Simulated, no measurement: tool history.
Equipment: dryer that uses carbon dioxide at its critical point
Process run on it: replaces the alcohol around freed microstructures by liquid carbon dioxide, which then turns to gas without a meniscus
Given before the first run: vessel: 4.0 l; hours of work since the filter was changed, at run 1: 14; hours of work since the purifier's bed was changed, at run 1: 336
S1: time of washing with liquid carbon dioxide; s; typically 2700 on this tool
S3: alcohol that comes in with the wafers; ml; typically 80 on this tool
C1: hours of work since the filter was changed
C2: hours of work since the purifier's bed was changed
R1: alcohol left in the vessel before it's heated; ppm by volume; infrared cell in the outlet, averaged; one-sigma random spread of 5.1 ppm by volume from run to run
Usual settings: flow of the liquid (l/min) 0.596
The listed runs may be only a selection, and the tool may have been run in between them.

{"run": 1, "hour": 0.0, "S1": 2700, "flow of the liquid (l/min)": 0.596, "S3": 80, "C1": 14, "C2": 336, "R1": 121}
{"run": 2, "hour": 32.7, "S1": 2700, "flow of the liquid (l/min)": 0.596, "S3": 80, "C1": 25, "C2": 348, "R1": 136}
{"run": 3, "hour": 49.2, "S1": 2700, "flow of the liquid (l/min)": 0.596, "S3": 80, "C1": 31, "C2": 354, "R1": 132}
{"run": 4, "hour": 78.0, "S1": 2700, "flow of the liquid (l/min)": 0.596, "S3": 80, "C1": 41, "C2": 364, "R1": 132}
{"run": 5, "hour": 105.4, "S1": 2700, "flow of the liquid (l/min)": 0.596, "S3": 68, "C1": 51, "C2": 374, "R1": 118}
{"run": 6, "hour": 142.2, "S1": 2700, "flow of the liquid (l/min)": 0.596, "S3": 68, "C1": 64, "C2": 387, "R1": 126}
{"run": 7, "hour": 173.2, "S1": 2700, "flow of the liquid (l/min)": 0.596, "S3": 91, "C1": 75, "C2": 398, "R1": 155}
{"run": 8, "hour": 207.8, "S1": 1680, "flow of the liquid (l/min)": 0.596, "S3": 80, "C1": 88, "C2": 410, "R1": 784}
{"run": 9, "hour": 245.7, "S1": 1680, "flow of the liquid (l/min)": 0.596, "S3": 80, "C1": 101, "C2": 424, "R1": 797}
{"run": 10, "hour": 276.6, "S1": 1680, "flow of the liquid (l/min)": 0.596, "S3": 80, "C1": 112, "C2": 435, "R1": 829}
{"run": 11, "hour": 311.6, "S1": 1680, "flow of the liquid (l/min)": 0.596, "S3": 80, "C1": 125, "C2": 447, "R1": 833}
{"run": 12, "hour": 343.5, "S1": 1680, "flow of the liquid (l/min)": 0.596, "S3": 80, "C1": 136, "C2": 459, "R1": 864}
{"run": 13, "hour": 365.2, "S1": 2760, "flow of the liquid (l/min)": 0.762, "S3": 21, "C1": 144, "C2": 467, "R1": 73}
{"run": 14, "hour": 404.2, "S1": 3000, "flow of the liquid (l/min)": 0.455, "S3": 35, "C1": 158, "C2": 481, "R1": 180}
{"run": 15, "hour": 438.7, "S1": 2700, "flow of the liquid (l/min)": 0.484, "S3": 40, "C1": 170, "C2": 493, "R1": 237}
{"hour": 447.0, "done": "inlet filter changed"}
{"run": 16, "hour": 458.3, "S1": 2700, "flow of the liquid (l/min)": 0.443, "S3": 48, "C1": 4, "C2": 499, "R1": 276}
{"run": 17, "hour": 496.7, "S1": 3960, "flow of the liquid (l/min)": 0.776, "S3": 80, "C1": 18, "C2": 513, "R1": 66}
{"run": 18, "hour": 530.0, "S1": 2700, "flow of the liquid (l/min)": 0.446, "S3": 42, "C1": 30, "C2": 525, "R1": 259}
{"run": 19, "hour": 554.8, "S1": 2700, "flow of the liquid (l/min)": 0.446, "S3": 42, "C1": 38, "C2": 534, "R1": 263}
{"run": 20, "hour": 580.3, "S1": 2700, "flow of the liquid (l/min)": 0.446, "S3": 42, "C1": 48, "C2": 543, "R1": 266}
{"run": 21, "hour": 613.0, "S1": 2700, "flow of the liquid (l/min)": 0.414, "S3": 113, "C1": 59, "C2": 555, "R1": 821}
{"run": 22, "hour": 642.9, "S1": 2700, "flow of the liquid (l/min)": 0.414, "S3": 113, "C1": 70, "C2": 565, "R1": 839}
{"run": 23, "hour": 662.7, "S1": 2700, "flow of the liquid (l/min)": 0.414, "S3": 113, "C1": 77, "C2": 572, "R1": 859}

Each row is a separate what-if for the run after 23, all from the same tool condition, not one after another. Results?
{"run": "A", "hour": 683.6, "S1": 1740, "flow of the liquid (l/min)": 0.466, "S3": 80, "C1": 84, "C2": 580, "R1": "?"}
{"run": "B", "hour": 683.6, "S1": 1620, "flow of the liquid (l/min)": 0.717, "S3": 80, "C1": 84, "C2": 580, "R1": "?"}
{"run": "C", "hour": 683.6, "S1": 1740, "flow of the liquid (l/min)": 0.725, "S3": 31, "C1": 84, "C2": 580, "R1": "?"}

run=A R1=1535
run=B R1=461
run=C R1=176
What these runs would have given with no unlogged condition in the tool:
run=A R1=1288
run=B R1=324
run=C R1=91
